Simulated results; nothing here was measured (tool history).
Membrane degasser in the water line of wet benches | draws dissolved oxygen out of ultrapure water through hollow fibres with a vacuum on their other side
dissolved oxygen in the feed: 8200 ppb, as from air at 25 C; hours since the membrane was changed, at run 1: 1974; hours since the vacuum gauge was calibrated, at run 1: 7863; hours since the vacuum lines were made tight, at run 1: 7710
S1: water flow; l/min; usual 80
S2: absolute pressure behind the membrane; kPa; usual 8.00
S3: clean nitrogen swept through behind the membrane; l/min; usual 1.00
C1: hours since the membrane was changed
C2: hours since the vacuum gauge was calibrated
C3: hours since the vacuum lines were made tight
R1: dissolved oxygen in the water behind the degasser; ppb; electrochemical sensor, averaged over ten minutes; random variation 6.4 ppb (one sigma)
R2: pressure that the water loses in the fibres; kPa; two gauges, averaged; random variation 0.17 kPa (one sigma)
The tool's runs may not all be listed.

run 1 hour=0.0 | S1=80 S2=8.00 S3=1.00 | C1=1974 C2=7863 C3=7710 | R1=638.7 R2=29.80
run 2 hour=53.6 | S1=80 S2=5.90 S3=1.00 | C1=2028 C2=7916 C3=7764 | R1=383.6 R2=29.99
run 3 hour=109.1 | S1=80 S2=5.90 S3=1.00 | C1=2083 C2=7972 C3=7819 | R1=379.3 R2=29.75
run 4 hour=154.1 | S1=80 S2=5.90 S3=1.00 | C1=2128 C2=8017 C3=7864 | R1=383.1 R2=29.60
run 5 hour=193.7 | S1=80 S2=5.90 S3=1.00 | C1=2168 C2=8056 C3=7904 | R1=382.2 R2=29.82
run 6 hour=236.7 | S1=80 S2=5.90 S3=1.83 | C1=2211 C2=8099 C3=7947 | R1=260.9 R2=29.72
run 7 hour=287.0 | S1=80 S2=5.90 S3=1.83 | C1=2261 C2=8150 C3=7997 | R1=260.4 R2=29.78
run 8 hour=323.1 | S1=80 S2=5.90 S3=1.83 | C1=2297 C2=8186 C3=8033 | R1=258.6 R2=29.35
-- hour=348.2 vacuum gauge calibrated
run 9 hour=378.9 | S1=80 S2=5.90 S3=1.83 | C1=2353 C2=31 C3=8088 | R1=259.9 R2=29.40
run 10 hour=428.9 | S1=80 S2=6.62 S3=0.48 | C1=2403 C2=81 C3=8139 | R1=713.7 R2=29.34
run 11 hour=478.2 | S1=70 S2=16.20 S3=0.81 | C1=2452 C2=130 C3=8188 | R1=1579.7 R2=25.54
run 12 hour=513.3 | S1=70 S2=16.20 S3=0.59 | C1=2487 C2=165 C3=8223 | R1=1896.8 R2=25.72
run 13 hour=542.3 | S1=96 S2=13.03 S3=1.88 | C1=2516 C2=194 C3=8252 | R1=924.4 R2=35.45

5 ways to go on from here, each from the tool as it stands after run 13. What would each give?
-- hour=570.5 seals of the vacuum lines changed
run A hour=571.7 | S1=86 S2=13.03 S3=1.88 | C1=2544 C2=222 C3=1 | R1=? R2=?
-- hour=570.5 seals of the vacuum lines changed
run B hour=571.7 | S1=61 S2=10.75 S3=1.88 | C1=2544 C2=222 C3=1 | R1=? R2=?
-- hour=570.5 seals of the vacuum lines changed
run C hour=571.7 | S1=75 S2=8.84 S3=1.21 | C1=2544 C2=222 C3=1 | R1=? R2=?
-- hour=570.5 seals of the vacuum lines changed
run D hour=571.7 | S1=84 S2=7.05 S3=0.56 | C1=2544 C2=222 C3=1 | R1=? R2=?
-- hour=570.5 seals of the vacuum lines changed
run E hour=571.7 | S1=96 S2=4.82 S3=0.57 | C1=2544 C2=222 C3=1 | R1=? R2=?

run=A R1=858.3 R2=31.23
run=B R1=499.1 R2=22.40
run=C R1=617.5 R2=27.47
run=D R1=752.9 R2=30.65
run=E R1=383.8 R2=35.27
Without the tool's hidden state the same runs would have given:
run=A R1=858.2 R2=32.06
run=B R1=499.1 R2=22.99
run=C R1=617.4 R2=28.20
run=D R1=752.7 R2=31.47
run=E R1=383.5 R2=36.20
